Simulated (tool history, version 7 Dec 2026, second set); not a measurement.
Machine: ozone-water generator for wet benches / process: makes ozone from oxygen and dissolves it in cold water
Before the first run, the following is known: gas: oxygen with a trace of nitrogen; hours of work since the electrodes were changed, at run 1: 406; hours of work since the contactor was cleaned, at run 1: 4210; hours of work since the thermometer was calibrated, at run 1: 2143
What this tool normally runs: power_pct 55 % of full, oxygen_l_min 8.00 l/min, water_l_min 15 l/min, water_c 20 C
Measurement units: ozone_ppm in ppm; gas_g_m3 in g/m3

run   hour  power_pct  oxygen_l_min  water_l_min  water_c  hours of work since the electrodes were changed  hours of work since the contactor was cleaned  hours of work since the thermometer was calibrated  ozone_ppm  gas_g_m3
  1    0.0         55          8.00           15       20                                              406                                           4210                                                2143       18.3     116.3
  2   51.9         55          8.00           15       20                                              442                                           4246                                                2179       18.4     116.5
  3  106.0         55          8.00           12       20                                              480                                           4284                                                2217       20.6     118.6
  4  158.2         55          8.00           23       20                                              516                                           4320                                                2253       13.3     115.8
  5  213.3         55          8.00           15       20                                              554                                           4358                                                2291       18.3     117.1
  6  260.4         55         13.33           15       20                                              587                                           4391                                                2324       15.3      81.7
  7  306.3         55         13.33           15       20                                              619                                           4423                                                2356       15.0      82.6
  8  332.8         55         13.33           15       25                                              638                                           4441                                                2374       13.4      81.8
  9  374.0         73          4.57           15       20                                              666                                           4470                                                2403       27.4     222.0
 10  406.4         73          4.57           15       20                                              689                                           4493                                                2426       27.6     221.7
 11  456.9         55         13.42           15       24                                              724                                           4528                                                2461       13.3      82.0
 12  504.1         55          4.72           10       24                                              757                                           4561                                                2494       25.6     168.4
 13  550.9         55          4.72           10       24                                              789                                           4593                                                2526       25.6     168.0
 14  594.2         55          4.72           10       24                                              819                                           4623                                                2556       25.7     170.5
 15  634.2         97         13.62           22       14                                              847                                           4651                                                2584       22.3     135.2

Consider 4 possible next runs. They are alternatives, not a sequence: every one starts from the tool as it was left by run 15. What does each give?
  A  676.5         97         13.62           10       14                                              877                                           4680                                                2613          ?         ?
  B  676.5         76          8.00           11       17                                              877                                           4680                                                2613          ?         ?
  C  676.5         97          4.40           22       15                                              877                                           4680                                                2613          ?         ?
  D  676.5         53          8.00           14       13                                              877                                           4680                                                2613          ?         ?

run  ozone_ppm  gas_g_m3
  A       34.6     134.5
  B       31.6     156.3
  C       26.9     291.5
  D       21.1     112.6
Without the tool's hidden state the same runs would have given:
run  ozone_ppm  gas_g_m3
  A       34.6     134.5
  B       31.6     156.3
  C       26.9     291.5
  D       21.1     112.6

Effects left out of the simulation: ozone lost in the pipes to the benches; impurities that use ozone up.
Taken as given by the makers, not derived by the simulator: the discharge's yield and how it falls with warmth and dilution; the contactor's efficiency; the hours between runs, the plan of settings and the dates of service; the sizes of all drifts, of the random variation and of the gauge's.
